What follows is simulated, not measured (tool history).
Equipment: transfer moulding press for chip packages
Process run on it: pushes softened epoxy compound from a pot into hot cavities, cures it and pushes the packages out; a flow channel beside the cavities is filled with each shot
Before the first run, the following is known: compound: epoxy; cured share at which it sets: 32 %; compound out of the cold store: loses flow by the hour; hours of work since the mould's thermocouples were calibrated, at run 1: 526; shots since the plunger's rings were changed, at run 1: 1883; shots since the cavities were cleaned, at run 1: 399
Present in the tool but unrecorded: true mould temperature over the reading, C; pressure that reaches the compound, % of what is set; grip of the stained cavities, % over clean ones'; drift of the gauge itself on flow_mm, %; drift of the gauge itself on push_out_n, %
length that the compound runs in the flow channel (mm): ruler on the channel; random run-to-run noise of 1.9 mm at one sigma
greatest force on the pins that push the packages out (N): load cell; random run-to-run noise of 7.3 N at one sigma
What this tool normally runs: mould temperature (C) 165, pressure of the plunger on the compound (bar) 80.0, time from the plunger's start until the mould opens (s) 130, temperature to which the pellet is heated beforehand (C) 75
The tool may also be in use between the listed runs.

run,hour,mould temperature (C),pressure of the plunger on the compound (bar),time from the plunger's start until the mould opens (s),temperature to which the pellet is heated beforehand (C),hours of work since the mould's thermocouples were calibrated,shots since the plunger's rings were changed,shots since the cavities were cleaned,incoming compound's hours out of the cold store,length that the compound runs in the flow channel (mm),greatest force on the pins that push the packages out (N)
1,0.0,165,80.0,130,75,526,1883,399,23.2,530,498
2,33.5,165,80.0,130,75,551,2214,730,17.3,541,599
# hour 52.8: cavities cleaned with cleaning compound and waxed
3,71.9,165,80.0,130,75,577,2577,188,9.6,560,426
# hour 99.3: plunger's sealing rings changed
4,133.5,165,80.0,127,75,620,338,772,10.8,570,584
# hour 147.4: cavities cleaned with cleaning compound and waxed
5,194.2,165,80.0,130,75,663,922,462,35.2,506,509
6,231.2,165,80.0,130,75,690,1288,828,39.8,490,569
# hour 236.5: cavities cleaned with cleaning compound and waxed
7,271.5,165,80.0,130,75,718,1670,345,46.5,475,459
8,303.6,165,80.0,121,75,741,1987,662,46.6,476,598
# hour 325.6: cavities cleaned with cleaning compound and waxed
# hour 355.4: mould's thermocouples calibrated
9,364.5,165,80.0,121,75,7,2554,364,11.5,560,549
# hour 394.9: plunger's sealing rings changed
10,411.0,165,67.0,130,75,38,158,798,44.0,448,570
# hour 422.1: cavities cleaned with cleaning compound and waxed
11,449.3,165,67.0,130,71,65,522,269,25.9,488,453
12,499.4,165,67.0,147,84,101,1016,763,30.4,473,534
# hour 511.5: cavities cleaned with cleaning compound and waxed
# hour 540.0: mould's thermocouples calibrated, once more
13,562.5,165,97.5,159,75,16,1605,484,47.4,520,468
# hour 604.1: cavities cleaned with cleaning compound and waxed
14,616.1,167,89.5,130,74,54,2119,119,10.5,588,365
# hour 687.2: plunger's sealing rings changed
15,687.4,165,61.0,130,78,104,2,798,21.2,467,571
# hour 693.9: cavities cleaned with cleaning compound and waxed
16,718.5,165,80.0,116,71,125,294,242,30.0,519,458
17,776.1,165,80.0,116,71,167,863,811,30.6,513,616
# hour 782.0: cavities cleaned with cleaning compound and waxed
18,812.9,165,95.1,130,75,192,1211,304,35.2,550,461

Results per run with the tool's hidden condition removed, run-to-run variation unchanged:
run,length that the compound runs in the flow channel (mm),greatest force on the pins that push the packages out (N)
1,537,304
2,550,323
3,571,316
4,569,311
5,508,316
6,494,303
7,480,300
8,482,329
9,567,340
10,444,297
11,485,304
12,473,292
13,528,291
14,599,297
15,467,312
16,520,332
17,517,337
18,556,313

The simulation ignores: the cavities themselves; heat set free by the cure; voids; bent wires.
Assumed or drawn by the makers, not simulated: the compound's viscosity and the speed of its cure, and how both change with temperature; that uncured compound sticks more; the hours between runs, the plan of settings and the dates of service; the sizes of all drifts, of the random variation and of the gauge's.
